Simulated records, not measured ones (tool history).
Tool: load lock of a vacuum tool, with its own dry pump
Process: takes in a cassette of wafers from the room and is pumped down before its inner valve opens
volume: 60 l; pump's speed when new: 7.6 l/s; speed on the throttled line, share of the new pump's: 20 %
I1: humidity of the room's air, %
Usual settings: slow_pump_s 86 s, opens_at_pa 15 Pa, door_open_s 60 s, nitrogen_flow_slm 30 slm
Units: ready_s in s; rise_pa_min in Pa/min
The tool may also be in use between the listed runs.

run 1 hour=0.0 | slow_pump_s=86 opens_at_pa=15 door_open_s=60 nitrogen_flow_slm=30 | I1=46.1 | ready_s=137.4 rise_pa_min=0.022
run 2 hour=243.1 | slow_pump_s=86 opens_at_pa=15 door_open_s=60 nitrogen_flow_slm=30 | I1=41.1 | ready_s=138.3 rise_pa_min=0.017
run 3 hour=579.6 | slow_pump_s=86 opens_at_pa=15 door_open_s=60 nitrogen_flow_slm=30 | I1=44.9 | ready_s=138.9 rise_pa_min=0.021
run 4 hour=961.4 | slow_pump_s=86 opens_at_pa=15 door_open_s=60 nitrogen_flow_slm=30 | I1=47.5 | ready_s=138.8 rise_pa_min=0.017
run 5 hour=1351.9 | slow_pump_s=86 opens_at_pa=15 door_open_s=60 nitrogen_flow_slm=30 | I1=42.3 | ready_s=138.6 rise_pa_min=0.019
run 6 hour=1672.6 | slow_pump_s=86 opens_at_pa=15 door_open_s=60 nitrogen_flow_slm=18 | I1=46.0 | ready_s=138.9 rise_pa_min=0.020
run 7 hour=2072.3 | slow_pump_s=86 opens_at_pa=15 door_open_s=60 nitrogen_flow_slm=18 | I1=45.0 | ready_s=138.4 rise_pa_min=0.020
run 8 hour=2506.0 | slow_pump_s=86 opens_at_pa=27 door_open_s=60 nitrogen_flow_slm=18 | I1=41.9 | ready_s=133.8 rise_pa_min=0.018
run 9 hour=2766.8 | slow_pump_s=86 opens_at_pa=27 door_open_s=60 nitrogen_flow_slm=18 | I1=42.8 | ready_s=132.0 rise_pa_min=0.019
run 10 hour=3089.6 | slow_pump_s=86 opens_at_pa=11 door_open_s=60 nitrogen_flow_slm=18 | I1=42.2 | ready_s=142.4 rise_pa_min=0.021
run 11 hour=3494.2 | slow_pump_s=86 opens_at_pa=11 door_open_s=60 nitrogen_flow_slm=18 | I1=43.6 | ready_s=141.7 rise_pa_min=0.019
run 12 hour=3905.6 | slow_pump_s=86 opens_at_pa=11 door_open_s=77 nitrogen_flow_slm=18 | I1=43.5 | ready_s=141.3 rise_pa_min=0.025
run 13 hour=4102.7 | slow_pump_s=86 opens_at_pa=11 door_open_s=77 nitrogen_flow_slm=18 | I1=44.2 | ready_s=140.5 rise_pa_min=0.024
run 14 hour=4551.9 | slow_pump_s=86 opens_at_pa=12 door_open_s=81 nitrogen_flow_slm=30 | I1=45.2 | ready_s=140.2 rise_pa_min=0.016
run 15 hour=4831.1 | slow_pump_s=86 opens_at_pa=24 door_open_s=60 nitrogen_flow_slm=5 | I1=45.9 | ready_s=135.1 rise_pa_min=0.034
run 16 hour=5095.6 | slow_pump_s=86 opens_at_pa=24 door_open_s=60 nitrogen_flow_slm=5 | I1=44.2 | ready_s=136.2 rise_pa_min=0.036
run 17 hour=5353.2 | slow_pump_s=115 opens_at_pa=15 door_open_s=60 nitrogen_flow_slm=30 | I1=45.8 | ready_s=162.4 rise_pa_min=0.019
run 18 hour=5664.0 | slow_pump_s=86 opens_at_pa=15 door_open_s=60 nitrogen_flow_slm=10 | I1=46.7 | ready_s=138.8 rise_pa_min=0.032
run 19 hour=5992.7 | slow_pump_s=74 opens_at_pa=15 door_open_s=60 nitrogen_flow_slm=9 | I1=45.9 | ready_s=130.5 rise_pa_min=0.026
run 20 hour=6310.0 | slow_pump_s=85 opens_at_pa=15 door_open_s=60 nitrogen_flow_slm=7 | I1=45.4 | ready_s=137.3 rise_pa_min=0.026
run 21 hour=6543.3 | slow_pump_s=75 opens_at_pa=24 door_open_s=80 nitrogen_flow_slm=28 | I1=44.9 | ready_s=125.2 rise_pa_min=0.020

Forecast each of these 3 alternatives for the next run:
run A hour=6776.6 | slow_pump_s=152 opens_at_pa=24 door_open_s=66 nitrogen_flow_slm=19 | I1=45.2 | ready_s=? rise_pa_min=?
run B hour=6776.6 | slow_pump_s=112 opens_at_pa=15 door_open_s=60 nitrogen_flow_slm=26 | I1=44.1 | ready_s=? rise_pa_min=?
run C hour=6776.6 | slow_pump_s=86 opens_at_pa=15 door_open_s=168 nitrogen_flow_slm=33 | I1=42.6 | ready_s=? rise_pa_min=?

run=A ready_s=187.6 rise_pa_min=0.021
run=B ready_s=159.1 rise_pa_min=0.022
run=C ready_s=139.3 rise_pa_min=0.035
Without the tool's hidden state the same runs would have given:
run=A ready_s=187.6 rise_pa_min=0.021
run=B ready_s=159.0 rise_pa_min=0.022
run=C ready_s=139.3 rise_pa_min=0.034

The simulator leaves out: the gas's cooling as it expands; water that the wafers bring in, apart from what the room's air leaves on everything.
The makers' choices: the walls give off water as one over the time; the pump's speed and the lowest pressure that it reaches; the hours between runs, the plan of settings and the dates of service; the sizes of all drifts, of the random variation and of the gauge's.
